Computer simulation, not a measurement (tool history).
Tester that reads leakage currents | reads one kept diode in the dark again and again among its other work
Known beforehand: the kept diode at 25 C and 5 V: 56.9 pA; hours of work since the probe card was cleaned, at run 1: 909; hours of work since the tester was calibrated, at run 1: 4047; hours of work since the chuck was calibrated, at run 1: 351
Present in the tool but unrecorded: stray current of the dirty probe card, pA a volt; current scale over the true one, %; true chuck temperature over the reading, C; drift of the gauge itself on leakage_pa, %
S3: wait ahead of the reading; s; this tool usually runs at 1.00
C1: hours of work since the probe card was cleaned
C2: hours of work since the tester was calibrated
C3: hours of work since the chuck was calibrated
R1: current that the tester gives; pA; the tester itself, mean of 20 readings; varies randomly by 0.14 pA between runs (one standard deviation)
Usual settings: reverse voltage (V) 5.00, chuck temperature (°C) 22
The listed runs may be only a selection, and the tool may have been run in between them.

run 1 day=0.000 | reverse_voltage_(V)=5.00 chuck_temperature_(°C)=22 S3=1.00 | C1=909 C2=4047 C3=351 | R1=46.03
run 2 day=4.150 | reverse_voltage_(V)=5.00 chuck_temperature_(°C)=22 S3=9.57 | C1=985 C2=4123 C3=428 | R1=45.03
run 3 day=8.992 | reverse_voltage_(V)=5.00 chuck_temperature_(°C)=22 S3=9.57 | C1=1074 C2=4212 C3=516 | R1=44.62
run 4 day=11.938 | reverse_voltage_(V)=5.00 chuck_temperature_(°C)=22 S3=9.57 | C1=1128 C2=4266 C3=570 | R1=44.62
run 5 day=17.129 | reverse_voltage_(V)=5.00 chuck_temperature_(°C)=22 S3=1.00 | C1=1223 C2=4361 C3=666 | R1=45.61
-- day=18.258 tester calibrated
run 6 day=21.779 | reverse_voltage_(V)=5.00 chuck_temperature_(°C)=22 S3=1.00 | C1=1307 C2=65 C3=750 | R1=45.32
run 7 day=26.467 | reverse_voltage_(V)=5.00 chuck_temperature_(°C)=22 S3=1.00 | C1=1393 C2=151 C3=836 | R1=44.80
run 8 day=30.904 | reverse_voltage_(V)=5.00 chuck_temperature_(°C)=22 S3=1.00 | C1=1475 C2=232 C3=917 | R1=44.74
run 9 day=36.612 | reverse_voltage_(V)=5.00 chuck_temperature_(°C)=22 S3=1.00 | C1=1580 C2=337 C3=1022 | R1=44.59
run 10 day=41.854 | reverse_voltage_(V)=5.00 chuck_temperature_(°C)=22 S3=0.73 | C1=1676 C2=433 C3=1118 | R1=45.28
run 11 day=45.254 | reverse_voltage_(V)=5.00 chuck_temperature_(°C)=21 S3=1.00 | C1=1738 C2=495 C3=1180 | R1=41.58
-- day=49.575 probe card cleaned and baked
-- day=51.233 chuck's temperature calibrated
run 12 day=51.325 | reverse_voltage_(V)=5.00 chuck_temperature_(°C)=27 S3=1.00 | C1=31 C2=603 C3=2 | R1=69.36
run 13 day=57.262 | reverse_voltage_(V)=5.00 chuck_temperature_(°C)=27 S3=1.00 | C1=140 C2=712 C3=111 | R1=68.85
run 14 day=62.500 | reverse_voltage_(V)=5.00 chuck_temperature_(°C)=27 S3=1.00 | C1=236 C2=808 C3=207 | R1=68.27
run 15 day=65.504 | reverse_voltage_(V)=5.00 chuck_temperature_(°C)=27 S3=1.00 | C1=291 C2=863 C3=262 | R1=67.83
run 16 day=71.588 | reverse_voltage_(V)=5.00 chuck_temperature_(°C)=22 S3=1.00 | C1=403 C2=975 C3=374 | R1=43.54
run 17 day=74.608 | reverse_voltage_(V)=5.00 chuck_temperature_(°C)=22 S3=1.00 | C1=458 C2=1030 C3=429 | R1=43.61
run 18 day=77.833 | reverse_voltage_(V)=5.00 chuck_temperature_(°C)=22 S3=1.00 | C1=517 C2=1090 C3=488 | R1=43.56
run 19 day=81.267 | reverse_voltage_(V)=5.00 chuck_temperature_(°C)=22 S3=1.00 | C1=580 C2=1153 C3=551 | R1=43.23
run 20 day=87.167 | reverse_voltage_(V)=5.00 chuck_temperature_(°C)=22 S3=1.00 | C1=688 C2=1261 C3=659 | R1=43.14
run 21 day=92.988 | reverse_voltage_(V)=1.07 chuck_temperature_(°C)=43 S3=5.83 | C1=795 C2=1368 C3=766 | R1=143.63
run 22 day=96.612 | reverse_voltage_(V)=1.17 chuck_temperature_(°C)=49 S3=1.00 | C1=862 C2=1434 C3=833 | R1=235.92
run 23 day=101.875 | reverse_voltage_(V)=10.37 chuck_temperature_(°C)=24 S3=1.39 | C1=958 C2=1531 C3=929 | R1=68.82
run 24 day=106.583 | reverse_voltage_(V)=1.35 chuck_temperature_(°C)=46 S3=1.74 | C1=1045 C2=1617 C3=1016 | R1=192.60
run 25 day=110.033 | reverse_voltage_(V)=1.35 chuck_temperature_(°C)=46 S3=1.74 | C1=1108 C2=1681 C3=1079 | R1=190.60
run 26 day=115.996 | reverse_voltage_(V)=3.75 chuck_temperature_(°C)=54 S3=1.00 | C1=1218 C2=1790 C3=1189 | R1=509.14
-- day=121.562 chuck's temperature calibrated
run 27 day=122.188 | reverse_voltage_(V)=8.00 chuck_temperature_(°C)=30 S3=1.00 | C1=1330 C2=1902 C3=11 | R1=116.64
run 28 day=126.379 | reverse_voltage_(V)=8.00 chuck_temperature_(°C)=30 S3=1.00 | C1=1407 C2=1979 C3=88 | R1=116.25
run 29 day=131.004 | reverse_voltage_(V)=8.00 chuck_temperature_(°C)=30 S3=1.00 | C1=1491 C2=2064 C3=173 | R1=115.77
run 30 day=134.338 | reverse_voltage_(V)=8.00 chuck_temperature_(°C)=30 S3=1.00 | C1=1553 C2=2125 C3=234 | R1=114.49
run 31 day=137.417 | reverse_voltage_(V)=3.61 chuck_temperature_(°C)=34 S3=2.54 | C1=1609 C2=2182 C3=291 | R1=113.90
run 32 day=143.079 | reverse_voltage_(V)=2.42 chuck_temperature_(°C)=56 S3=0.43 | C1=1713 C2=2286 C3=395 | R1=556.45
run 33 day=147.288 | reverse_voltage_(V)=2.42 chuck_temperature_(°C)=56 S3=0.43 | C1=1790 C2=2363 C3=472 | R1=553.15
-- day=148.738 probe card cleaned and baked
run 34 day=150.671 | reverse_voltage_(V)=2.42 chuck_temperature_(°C)=56 S3=0.43 | C1=35 C2=2423 C3=532 | R1=546.80
run 35 day=155.729 | reverse_voltage_(V)=2.42 chuck_temperature_(°C)=25 S3=0.43 | C1=128 C2=2516 C3=625 | R1=41.72
run 36 day=160.304 | reverse_voltage_(V)=2.00 chuck_temperature_(°C)=28 S3=1.32 | C1=212 C2=2600 C3=709 | R1=49.41
run 37 day=166.404 | reverse_voltage_(V)=1.36 chuck_temperature_(°C)=48 S3=4.68 | C1=324 C2=2711 C3=821 | R1=230.25
run 38 day=169.879 | reverse_voltage_(V)=4.95 chuck_temperature_(°C)=51 S3=0.44 | C1=388 C2=2775 C3=884 | R1=460.72
run 39 day=174.721 | reverse_voltage_(V)=18.98 chuck_temperature_(°C)=24 S3=5.23 | C1=477 C2=2864 C3=973 | R1=81.23

3 ways to go on from here, each from the tool as it stands after run 39. What would each give?
run A day=180.779 | reverse_voltage_(V)=9.77 chuck_temperature_(°C)=42 S3=6.70 | C1=588 C2=2975 C3=1085 | R1=?
run B day=180.779 | reverse_voltage_(V)=2.65 chuck_temperature_(°C)=22 S3=5.37 | C1=588 C2=2975 C3=1085 | R1=?
run C day=180.779 | reverse_voltage_(V)=1.01 chuck_temperature_(°C)=24 S3=0.52 | C1=588 C2=2975 C3=1085 | R1=?

run=A R1=278.10
run=B R1=30.63
run=C R1=25.99
Take away the tool's hidden state, keep each run's random variation, and the runs would have read:
run=A R1=315.93
run=B R1=34.53
run=C R1=29.95
